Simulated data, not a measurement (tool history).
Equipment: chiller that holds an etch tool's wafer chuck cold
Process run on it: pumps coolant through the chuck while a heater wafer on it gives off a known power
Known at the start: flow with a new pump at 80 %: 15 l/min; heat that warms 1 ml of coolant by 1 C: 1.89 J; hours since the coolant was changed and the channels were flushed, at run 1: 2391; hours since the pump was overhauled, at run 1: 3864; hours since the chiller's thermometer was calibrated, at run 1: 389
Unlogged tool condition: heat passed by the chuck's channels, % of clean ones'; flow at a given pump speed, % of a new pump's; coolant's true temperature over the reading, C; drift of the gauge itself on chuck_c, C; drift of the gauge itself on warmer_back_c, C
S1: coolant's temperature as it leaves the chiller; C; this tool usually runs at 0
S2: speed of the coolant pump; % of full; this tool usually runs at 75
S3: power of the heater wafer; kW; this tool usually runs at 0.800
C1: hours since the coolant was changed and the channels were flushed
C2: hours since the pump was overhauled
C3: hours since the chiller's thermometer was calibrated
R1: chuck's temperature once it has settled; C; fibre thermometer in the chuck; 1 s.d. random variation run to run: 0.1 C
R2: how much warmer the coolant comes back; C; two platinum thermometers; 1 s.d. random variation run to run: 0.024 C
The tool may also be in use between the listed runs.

run 1 hour=0.0 | S1=0 S2=75 S3=0.800 | C1=2391 C2=3864 C3=389 | R1=6.3 R2=1.91
run 2 hour=191.5 | S1=0 S2=75 S3=0.800 | C1=2582 C2=4056 C3=580 | R1=6.4 R2=1.87
run 3 hour=274.7 | S1=0 S2=75 S3=0.800 | C1=2665 C2=4139 C3=663 | R1=6.4 R2=1.85
run 4 hour=394.4 | S1=7 S2=75 S3=0.800 | C1=2785 C2=4259 C3=783 | R1=13.5 R2=1.86
run 5 hour=508.4 | S1=7 S2=75 S3=0.800 | C1=2899 C2=4373 C3=897 | R1=13.5 R2=1.90
run 6 hour=664.5 | S1=9 S2=75 S3=0.800 | C1=3055 C2=4529 C3=1053 | R1=15.7 R2=1.92
run 7 hour=851.4 | S1=9 S2=75 S3=0.800 | C1=3242 C2=4716 C3=1240 | R1=15.8 R2=1.89
run 8 hour=1029.3 | S1=9 S2=75 S3=0.819 | C1=3420 C2=4894 C3=1418 | R1=16.0 R2=1.92
run 9 hour=1205.9 | S1=0 S2=74 S3=1.158 | C1=3596 C2=5070 C3=1594 | R1=10.2 R2=2.82
run 10 hour=1370.6 | S1=7 S2=75 S3=1.103 | C1=3761 C2=5235 C3=1759 | R1=16.4 R2=2.63
run 11 hour=1534.8 | S1=7 S2=75 S3=1.103 | C1=3925 C2=5399 C3=1923 | R1=16.4 R2=2.64

Below are 4 alternative next runs, each starting from the tool's condition after run 11. Predict each:
run A hour=1631.2 | S1=3 S2=75 S3=0.800 | C1=4022 C2=5496 C3=2020 | R1=? R2=?
run B hour=1631.2 | S1=0 S2=63 S3=0.572 | C1=4022 C2=5496 C3=2020 | R1=? R2=?
run C hour=1631.2 | S1=-10 S2=75 S3=0.477 | C1=4022 C2=5496 C3=2020 | R1=? R2=?
run D hour=1631.2 | S1=6 S2=75 S3=0.817 | C1=4022 C2=5496 C3=2020 | R1=? R2=?

run=A R1=10.1 R2=1.90
run=B R1=5.8 R2=1.69
run=C R1=-5.6 R2=1.15
run=D R1=13.1 R2=1.92
With the hidden condition removed and each run's random variation left untouched, the same runs would have given:
run=A R1=9.0 R2=1.80
run=B R1=4.8 R2=1.60
run=C R1=-6.4 R2=1.09
run=D R1=12.0 R2=1.82
